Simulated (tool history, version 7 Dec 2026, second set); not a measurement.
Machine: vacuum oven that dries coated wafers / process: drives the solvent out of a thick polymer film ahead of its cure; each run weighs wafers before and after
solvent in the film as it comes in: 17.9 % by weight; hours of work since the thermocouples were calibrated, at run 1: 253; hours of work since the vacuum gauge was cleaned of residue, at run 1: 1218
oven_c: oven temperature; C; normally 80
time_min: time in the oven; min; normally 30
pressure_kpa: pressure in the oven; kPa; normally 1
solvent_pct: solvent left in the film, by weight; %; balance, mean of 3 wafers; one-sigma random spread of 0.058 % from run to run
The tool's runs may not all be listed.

run	hour	oven_c	time_min	pressure_kpa	hours of work since the thermocouples were calibrated	hours of work since the vacuum gauge was cleaned of residue	solvent_pct
1	0	80	30	1	253	1218	4.29
2	39.8	80	30	1	276	1241	4.28
3	72	80	30	1	294	1260	4.3
4	109.2	90	30	1	316	1281	2.28
5	148.4	90	30	1	339	1304	2.3
6	173.4	80	16	1	353	1318	7.46
7	215.6	80	16	1	378	1343	7.38
8	258.7	80	16	1	403	1368	7.49
9	307.5	80	16	1	431	1396	7.42
10	360.6	80	16	1	462	1427	7.48
11	386.2	80	37	1	477	1442	3.4
12	437	80	31	1	506	1472	4.24
13	494.4	80	31	1	540	1505	4.23
14	541.9	80	31	1	567	1532	4.18
15	570.7	80	31	1	584	1549	4.23
# hour 576.4: vacuum gauge cleaned of residue and calibrated
16	622.3	80	31	1	613	27	4.3
17	676	80	31	3.33	644	58	5.32
18	717.7	80	31	3.33	668	82	5.33
19	766.9	80	31	3.33	697	111	5.4
20	797.2	80	30	1	714	128	4.5
21	841.8	80	30	1	740	154	4.5
# hour 879.1: vacuum gauge cleaned of residue and calibrated, once more
22	894.5	66	41	1	770	9	6.06
23	921.7	66	41	1	786	25	6.06
24	966.4	66	41	1	812	51	6.1
25	992.4	76	30	1	827	66	5.23
26	1030.7	80	30	1.11	849	88	4.3
27	1083.2	80	30	2.13	880	119	4.96
28	1111.6	80	30	2.13	896	135	4.84
29	1143.7	69	31	2.61	915	154	7.74
30	1175.1	75	31	2.21	933	172	5.94
31	1205.4	65	49	3.73	951	189	7.79
32	1250.6	75	27	1.27	977	216	6.18
33	1287.2	68	48	1.03	998	237	4.93
# hour 1298.6: oven's thermocouples calibrated
34	1312.7	68	18	3.91	8	251	10.61
35	1347.5	94	22	0.78	28	271	2.62
36	1396.6	94	36	0.78	57	299	1.01
37	1452.3	94	36	0.85	89	332	1.05
38	1496.3	87	20	2.38	115	357	5.04
39	1519.6	80	20	2.91	128	371	6.89
40	1551.5	80	30	1.18	147	389	4.15
41	1582.1	90	18	3.19	165	407	5.36

Below are 5 alternative next runs, each starting from the tool's condition after run 41. Predict each:
A	1632.6	90	36	0.69	194	436	?
B	1632.6	76	18	1.85	194	436	?
C	1632.6	89	18	3.45	194	436	?
D	1632.6	80	15	1.34	194	436	?
E	1632.6	80	30	1	194	436	?

run	solvent_pct
A	1.4
B	7.94
C	5.44
D	7.81
E	4.11
The same runs, with their run-to-run variation unchanged, on a tool lacking any hidden condition would have given:
run	solvent_pct
A	1.32
B	7.82
C	5.32
D	7.7
E	3.99
